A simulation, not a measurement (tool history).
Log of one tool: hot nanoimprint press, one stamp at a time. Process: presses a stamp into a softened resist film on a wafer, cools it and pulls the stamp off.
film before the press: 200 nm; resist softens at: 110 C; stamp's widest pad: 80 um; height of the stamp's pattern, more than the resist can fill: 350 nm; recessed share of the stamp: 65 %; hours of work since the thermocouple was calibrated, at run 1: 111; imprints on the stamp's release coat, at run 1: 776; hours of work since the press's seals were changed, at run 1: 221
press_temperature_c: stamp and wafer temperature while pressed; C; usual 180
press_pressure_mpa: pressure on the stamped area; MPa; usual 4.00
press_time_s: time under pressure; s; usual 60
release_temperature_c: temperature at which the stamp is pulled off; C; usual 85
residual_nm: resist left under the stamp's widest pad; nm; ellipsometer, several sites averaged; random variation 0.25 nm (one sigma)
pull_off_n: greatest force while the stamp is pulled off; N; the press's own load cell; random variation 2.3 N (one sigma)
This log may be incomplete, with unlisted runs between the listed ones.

run    hour  press_temperature_c  press_pressure_mpa  press_time_s  release_temperature_c  hours of work since the thermocouple was calibrated  imprints on the stamp's release coat  hours of work since the press's seals were changed  residual_nm  pull_off_n
  1     0.0                  180                4.00            60                     85                                                  111                                   776                                                 221         73.1         143
  2    34.8                  180                4.00            60                     85                                                  138                                   965                                                 248         72.5         149
  3    67.8                  181                4.00            60                     85                                                  164                                  1146                                                 274         69.6         150
  4   135.4                  181                4.00            60                     85                                                  217                                  1514                                                 327         69.0         159
      147.6  -- stamp cleaned and given a new release coat
  5   175.6                  181                4.00            60                     85                                                  244                                   153                                                 354         69.5         136
  6   210.1                  181                4.00            60                     85                                                  271                                   341                                                 381         69.0         135
  7   276.7                  181                4.00            46                     85                                                  323                                   705                                                 433         77.2         143
  8   334.0                  181                4.00            46                     85                                                  367                                  1017                                                 478         77.1         149
  9   392.1                  180                4.00            38                     85                                                  413                                  1334                                                 523         87.3         152
      436.3  -- stamp cleaned and given a new release coat
 10   436.3                  180                4.00            38                     85                                                  443                                     0                                                 553         86.9         132
      445.7  -- plate thermocouple calibrated
 11   492.8                  180                4.00            60                     85                                                   37                                   292                                                 595         71.5         136
 12   566.3                  180                4.00            60                     85                                                   94                                   693                                                 652         71.2         143
 13   643.4                  180                4.00            60                     85                                                  155                                  1113                                                 712         71.5         145
      663.0  -- plate thermocouple calibrated, once more
 14   682.9                  180                4.00            60                     85                                                   16                                  1312                                                 741         74.6         153
      731.5  -- stamp cleaned and given a new release coat
 15   766.1                  180                4.00            60                     85                                                   76                                   188                                                 801         74.0         134
 16   830.6                  180                4.00            80                     85                                                  126                                   540                                                 852         65.6         139
 17   866.7                  180                4.00            47                     85                                                  154                                   737                                                 880         82.4         145
 18   913.1                  186                4.00            30                     84                                                  191                                   991                                                 916         78.7         149
 19   951.4                  174                4.00            45                     80                                                  221                                  1200                                                 946        105.7         162
 20  1003.4                  180                4.00            60                     78                                                  261                                  1483                                                 987         73.8         175
     1022.7  -- stamp cleaned and given a new release coat
 21  1082.3                  180                4.00            60                     78                                                  318                                   325                                                1044         73.4         150
     1112.8  -- press's hydraulic seals changed and the load cell set to zero
 22  1139.4                  182                5.32            46                     72                                                  357                                   593                                                  21         64.4         163
 23  1204.9                  174                4.10            46                     72                                                  408                                   950                                                  72         99.2         173
 24  1245.2                  180                4.00            60                     90                                                  439                                  1170                                                 103         70.7         144
     1277.8  -- plate thermocouple calibrated
     1321.9  -- stamp cleaned and given a new release coat
 25  1322.1                  180                4.00            60                     90                                                   30                                     2                                                 157         72.5         127
 26  1372.8                  180                4.00            60                     90                                                   70                                   278                                                 196         72.5         129
 27  1439.6                  180                5.09            55                     84                                                  122                                   643                                                 248         66.9         143
 28  1492.4                  180                3.16            60                     70                                                  163                                   930                                                 290         79.1         174
 29  1537.1                  180                3.77           116                     75                                                  198                                  1174                                                 325         55.6         169

Forecast each of these 4 alternatives for the next run:
  A  1587.5                  180                3.74            60                     85                                                  237                                  1450                                                 364            ?           ?
  B  1587.5                  182                4.00            60                     85                                                  237                                  1450                                                 364            ?           ?
  C  1587.5                  180                4.00            35                     85                                                  237                                  1450                                                 364            ?           ?
  D  1587.5                  180                6.11            50                     85                                                  237                                  1450                                                 364            ?           ?

run  residual_nm  pull_off_n
  A         74.2         154
  B         66.1         157
  C         90.1         153
  D         64.3         149
Take away the tool's hidden state, keep each run's random variation, and the runs would have read:
run  residual_nm  pull_off_n
  A         75.0         134
  B         66.7         137
  C         90.9         133
  D         64.5         129
